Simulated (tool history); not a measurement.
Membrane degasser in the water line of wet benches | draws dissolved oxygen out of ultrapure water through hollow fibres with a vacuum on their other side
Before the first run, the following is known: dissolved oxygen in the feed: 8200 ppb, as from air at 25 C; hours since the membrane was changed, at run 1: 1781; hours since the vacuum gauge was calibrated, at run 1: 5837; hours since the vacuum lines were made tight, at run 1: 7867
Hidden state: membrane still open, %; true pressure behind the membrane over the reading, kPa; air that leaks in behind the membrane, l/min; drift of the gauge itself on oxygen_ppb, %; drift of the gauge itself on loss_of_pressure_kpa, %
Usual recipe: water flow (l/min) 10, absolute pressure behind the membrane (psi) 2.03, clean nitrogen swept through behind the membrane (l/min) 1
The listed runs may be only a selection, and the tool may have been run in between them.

| run | hour | water flow (l/min) | absolute pressure behind the membrane (psi) | clean nitrogen swept through behind the membrane (l/min) | hours since the membrane was changed | hours since the vacuum gauge was calibrated | hours since the vacuum lines were made tight | dissolved oxygen in the water behind the degasser (ppb) | pressure that the water loses in the fibres (psi) |
|---|---|---|---|---|---|---|---|---|---|
| 1 | 0 | 10 | 2.03 | 1 | 1781 | 5837 | 7867 | 283.7 | 7.142 |
| 2 | 52.5 | 10 | 2.03 | 1.59 | 1834 | 5890 | 7919 | 197.7 | 7.139 |
| 3 | 88.2 | 10 | 2.03 | 1.59 | 1869 | 5926 | 7955 | 198.5 | 7.092 |
| 4 | 114.6 | 10 | 2.03 | 1.59 | 1896 | 5952 | 7981 | 199.5 | 7.073 |
| 5 | 139.5 | 10 | 2.03 | 1.59 | 1921 | 5977 | 8006 | 196.2 | 7.088 |
| 6 | 184.2 | 10 | 2.03 | 0.44 | 1965 | 6022 | 8051 | 547.5 | 7.114 |
| 7 | 214.5 | 10 | 2.03 | 0.44 | 1996 | 6052 | 8081 | 547.1 | 7.107 |
| 8 | 245.2 | 10 | 2.03 | 0.44 | 2027 | 6083 | 8112 | 549.7 | 7.102 |
| 9 | 299.3 | 10 | 3.02 | 1 | 2081 | 6137 | 8166 | 434.5 | 7.094 |
| 10 | 350 | 10 | 2.03 | 1 | 2131 | 6187 | 8217 | 290.2 | 7.091 |
| 11 | 379.8 | 10 | 2.03 | 1 | 2161 | 6217 | 8246 | 289.4 | 7.174 |
| 12 | 412.6 | 10 | 2.03 | 1 | 2194 | 6250 | 8279 | 291 | 7.101 |
| 13 | 442.2 | 10 | 2.03 | 1 | 2223 | 6280 | 8309 | 290.9 | 7.134 |
| 14 | 487.6 | 10 | 2.03 | 1 | 2269 | 6325 | 8354 | 288.1 | 7.124 |
| 15 | 530.8 | 10 | 2.03 | 0.51 | 2312 | 6368 | 8397 | 493.6 | 7.118 |
| 16 | 577.4 | 10 | 2.03 | 0.51 | 2359 | 6415 | 8444 | 497.5 | 7.078 |
| 17 | 628.1 | 15 | 2.29 | 0.72 | 2409 | 6466 | 8495 | 638.6 | 10.736 |
| 18 | 652.5 | 13 | 2.41 | 0.86 | 2434 | 6490 | 8519 | 521.6 | 9.306 |
|  | 659.7 | gauge calibrated |
| 19 | 691.2 | 13 | 2.41 | 0.86 | 2472 | 6529 | 8558 | 504.6 | 9.294 |
| 20 | 715.8 | 13 | 2.41 | 0.86 | 2497 | 6553 | 8582 | 505.8 | 9.219 |
| 21 | 743.7 | 13 | 4.47 | 2.28 | 2525 | 6581 | 8610 | 429.1 | 9.251 |
| 22 | 786.7 | 13 | 4.47 | 2.28 | 2568 | 6624 | 8653 | 430.9 | 9.21 |
| 23 | 831.3 | 13 | 4.47 | 2.28 | 2613 | 6669 | 8698 | 429.2 | 9.268 |
| 24 | 881.3 | 10 | 1.49 | 0.52 | 2663 | 6719 | 8748 | 333.9 | 7.081 |
| 25 | 906.7 | 7 | 1.49 | 1.61 | 2688 | 6744 | 8773 | 90.9 | 4.997 |
| 26 | 930.3 | 10 | 2.03 | 0.93 | 2712 | 6768 | 8797 | 305.4 | 7.101 |
| 27 | 979.6 | 13 | 3.68 | 1 | 2761 | 6817 | 8846 | 694.6 | 9.227 |
| 28 | 1019.5 | 10 | 1.62 | 1.52 | 2801 | 6857 | 8886 | 163.9 | 7.084 |
| 29 | 1068 | 9 | 2.07 | 2.13 | 2849 | 6905 | 8935 | 144.2 | 6.387 |
| 30 | 1095 | 10 | 3.68 | 0.57 | 2876 | 6932 | 8962 | 850.3 | 7.1 |
| 31 | 1118.6 | 10 | 3.68 | 0.57 | 2900 | 6956 | 8985 | 856.1 | 7.107 |
| 32 | 1162.4 | 10 | 4.77 | 0.44 | 2944 | 7000 | 9029 | 1347.4 | 7.102 |

3 options for the next run, each taken on its own from the tool as it stands now. Forecast them:
| A | 1189.3 | 11 | 4.77 | 0.44 | 2971 | 7027 | 9056 | ? | ? |
| B | 1189.3 | 10 | 1.29 | 1 | 2971 | 7027 | 9056 | ? | ? |
| C | 1189.3 | 7 | 4.77 | 0.44 | 2971 | 7027 | 9056 | ? | ? |

| run | dissolved oxygen in the water behind the degasser (ppb) | pressure that the water loses in the fibres (psi) |
|---|---|---|
| A | 1438.3 | 7.819 |
| B | 171.6 | 7.107 |
| C | 1006.6 | 4.983 |
With no hidden state in the tool, these same runs would have given:
| run | dissolved oxygen in the water behind the degasser (ppb) | pressure that the water loses in the fibres (psi) |
|---|---|---|
| A | 1406.6 | 7.818 |
| B | 167.6 | 7.105 |
| C | 983.8 | 4.982 |
